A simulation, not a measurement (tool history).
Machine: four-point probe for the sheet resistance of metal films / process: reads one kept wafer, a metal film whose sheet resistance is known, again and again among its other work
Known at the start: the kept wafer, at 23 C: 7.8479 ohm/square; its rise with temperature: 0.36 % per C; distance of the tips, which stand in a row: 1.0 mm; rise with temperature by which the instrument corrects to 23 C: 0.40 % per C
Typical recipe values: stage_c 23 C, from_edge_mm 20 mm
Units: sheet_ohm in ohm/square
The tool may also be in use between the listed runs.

run     day  stage_c  from_edge_mm  sheet_ohm
  1   0.000       23            20   7.873613
  2   1.962       23            53   7.867510
  3   4.721       23            20   7.875512
  4   6.133       23            20   7.876809
  5   7.567       30            20   7.854826
  6   8.912       30            20   7.854888
  7  10.446       30            20   7.854588
  8  12.712       30            20   7.854162
  9  15.542       30            20   7.853857
 10  18.017       30            20   7.850373
 11  20.296       30            20   7.855734
 12  22.158       30            20   7.853084
     22.400  -- stage's thermometer calibrated
 13  24.062       30            20   7.853588
 14  26.142       23             7   7.949031
 15  28.571       35            23   7.836736
 16  30.683       26            29   7.857609
 17  32.029       21            17   7.883594
 18  33.704       23            53   7.864900
 19  35.954       23            53   7.860859
 20  37.158       23            33   7.865028
     38.062  -- stage's thermometer calibrated, once more
 21  38.900       23            33   7.854157

What will run 22 give?
 22  40.442       23            33          ?

{"run 22": {"sheet_ohm": 7.858889}}
If the tool had no hidden condition, the same run with the same run-to-run variation would have returned sheet_ohm 7.853434 ohm/square.
